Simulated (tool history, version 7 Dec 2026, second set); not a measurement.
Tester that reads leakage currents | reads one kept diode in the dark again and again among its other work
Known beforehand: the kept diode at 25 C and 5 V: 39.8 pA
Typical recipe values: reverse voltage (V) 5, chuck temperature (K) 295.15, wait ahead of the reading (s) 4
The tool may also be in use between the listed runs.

| run | hour | reverse voltage (V) | chuck temperature (K) | wait ahead of the reading (s) | current that the tester gives (pA) |
|---|---|---|---|---|---|
| 1 | 0 | 5 | 295.15 | 4 | 30.08 |
| 2 | 86.7 | 5 | 295.15 | 4 | 30.47 |
| 3 | 222.5 | 5 | 295.15 | 4 | 31.25 |
| 4 | 317.1 | 5 | 295.15 | 4 | 31.61 |
| 5 | 425.1 | 5 | 295.15 | 4 | 31.8 |
| 6 | 601.9 | 5 | 295.15 | 4 | 32.5 |
| 7 | 780.1 | 5 | 295.15 | 4 | 33.13 |
| 8 | 868.2 | 5 | 295.15 | 4 | 33.63 |
| 9 | 1034.4 | 5 | 295.15 | 0.82 | 35.44 |
| 10 | 1225.3 | 5.51 | 308.15 | 2.26 | 102.15 |
| 11 | 1337.9 | 1.31 | 294.15 | 1.1 | 14.44 |
|  | 1350.4 | probe card cleaned and baked |
|  | 1413.7 | chuck's temperature calibrated |
| 12 | 1451.1 | 5.24 | 318.15 | 2.41 | 265.42 |
| 13 | 1559.7 | 5.24 | 318.15 | 2.41 | 261.41 |
| 14 | 1718.5 | 2.65 | 295.15 | 4 | 29.6 |
| 15 | 1863.3 | 1.34 | 308.15 | 2.4 | 54.57 |
|  | 1900.3 | probe card cleaned and baked, once more |
| 16 | 1976.4 | 1.28 | 295.15 | 2.25 | 13.8 |
| 17 | 2105 | 5 | 295.15 | 4.09 | 27.85 |
| 18 | 2268.8 | 5 | 309.15 | 0.53 | 102.27 |

Branching from run 18: 4 alternative next runs. What would each branch give?
| A | 2385.7 | 5 | 323.15 | 0.53 | ? |
| B | 2385.7 | 14.85 | 310.15 | 2.53 | ? |
| C | 2385.7 | 7.78 | 309.15 | 2.76 | ? |
| D | 2385.7 | 1.17 | 313.15 | 0.53 | ? |

| run | current that the tester gives (pA) |
|---|---|
| A | 334.81 |
| B | 191.88 |
| C | 124.89 |
| D | 69.37 |
With no hidden state in the tool, these same runs would have given:
| run | current that the tester gives (pA) |
|---|---|
| A | 383.75 |
| B | 212.11 |
| C | 139.92 |
| D | 80.13 |

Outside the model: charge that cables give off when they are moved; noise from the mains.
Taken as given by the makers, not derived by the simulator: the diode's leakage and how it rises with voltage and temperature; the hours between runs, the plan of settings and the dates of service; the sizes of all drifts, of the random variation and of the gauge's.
